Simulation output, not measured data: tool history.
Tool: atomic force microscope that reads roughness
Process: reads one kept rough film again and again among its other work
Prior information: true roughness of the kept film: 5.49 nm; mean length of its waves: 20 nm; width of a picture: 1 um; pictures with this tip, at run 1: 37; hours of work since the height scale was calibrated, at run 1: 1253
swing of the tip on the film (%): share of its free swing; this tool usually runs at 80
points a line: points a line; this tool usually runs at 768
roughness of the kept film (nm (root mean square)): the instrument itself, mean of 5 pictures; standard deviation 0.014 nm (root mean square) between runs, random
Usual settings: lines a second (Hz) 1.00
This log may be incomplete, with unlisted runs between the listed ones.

run	hour	lines a second (Hz)	swing of the tip on the film (%)	points a line	pictures with this tip	hours of work since the height scale was calibrated	roughness of the kept film (nm (root mean square))
1	0.0	1.00	80	768	37	1253	3.357
2	74.9	1.00	80	768	86	1284	3.330
3	125.4	1.00	80	369	119	1305	3.277
# hour 187.3: new tip fitted
4	197.6	1.00	80	555	6	1335	3.340
# hour 268.3: height scale calibrated on a step standard
5	274.9	1.00	80	555	56	3	3.293
6	317.7	1.00	80	555	84	20	3.326
7	387.2	1.00	62	768	129	49	3.478
# hour 435.5: new tip fitted
8	465.4	1.00	80	280	19	81	3.237
9	515.9	1.00	80	768	52	102	3.303
10	581.0	1.00	80	768	94	129	3.324
11	641.8	1.00	80	768	134	154	3.314
# hour 682.9: new tip fitted
12	719.6	1.00	80	768	24	186	3.331
13	772.4	1.00	80	768	58	208	3.328
14	810.9	1.00	80	768	83	224	3.339
15	881.0	1.00	80	464	129	253	3.252
# hour 928.9: new tip fitted
16	949.9	1.00	80	498	13	282	3.323
17	1017.2	1.00	80	498	57	309	3.328
18	1093.6	1.00	80	547	107	341	3.325
19	1169.4	1.00	90	277	156	372	3.151
# hour 1176.8: new tip fitted
20	1212.6	1.52	67	357	24	390	3.349
21	1282.7	2.04	57	768	69	419	3.441
22	1354.6	2.04	57	768	116	449	3.434
23	1406.6	2.04	57	768	149	470	3.400
# hour 1422.9: new tip fitted
24	1466.6	2.18	73	768	28	495	3.209
25	1504.8	2.69	80	768	53	511	3.010
26	1577.0	2.69	80	768	100	541	3.031
27	1639.3	2.69	80	768	140	567	3.013
# hour 1673.5: new tip fitted
28	1704.1	1.00	56	768	20	593	3.480
29	1744.9	1.98	60	768	46	610	3.403
30	1776.8	1.63	71	768	67	623	3.328
31	1830.3	1.63	71	768	102	645	3.317
32	1893.2	3.77	71	768	143	671	3.060
# hour 1919.7: new tip fitted
33	1955.8	3.77	71	768	23	697	3.057

4 ways to go on from here, each from the tool as it stands after run 33. What would each give?
A	2009.9	2.39	71	768	58	720	?
B	2009.9	0.54	80	814	58	720	?
C	2009.9	3.43	71	913	58	720	?
D	2009.9	1.00	80	332	58	720	?

run	roughness of the kept film (nm (root mean square))
A	3.237
B	3.438
C	3.118
D	3.265
Take away the tool's hidden state, keep each run's random variation, and the runs would have read:
run	roughness of the kept film (nm (root mean square))
A	3.242
B	3.443
C	3.123
D	3.270
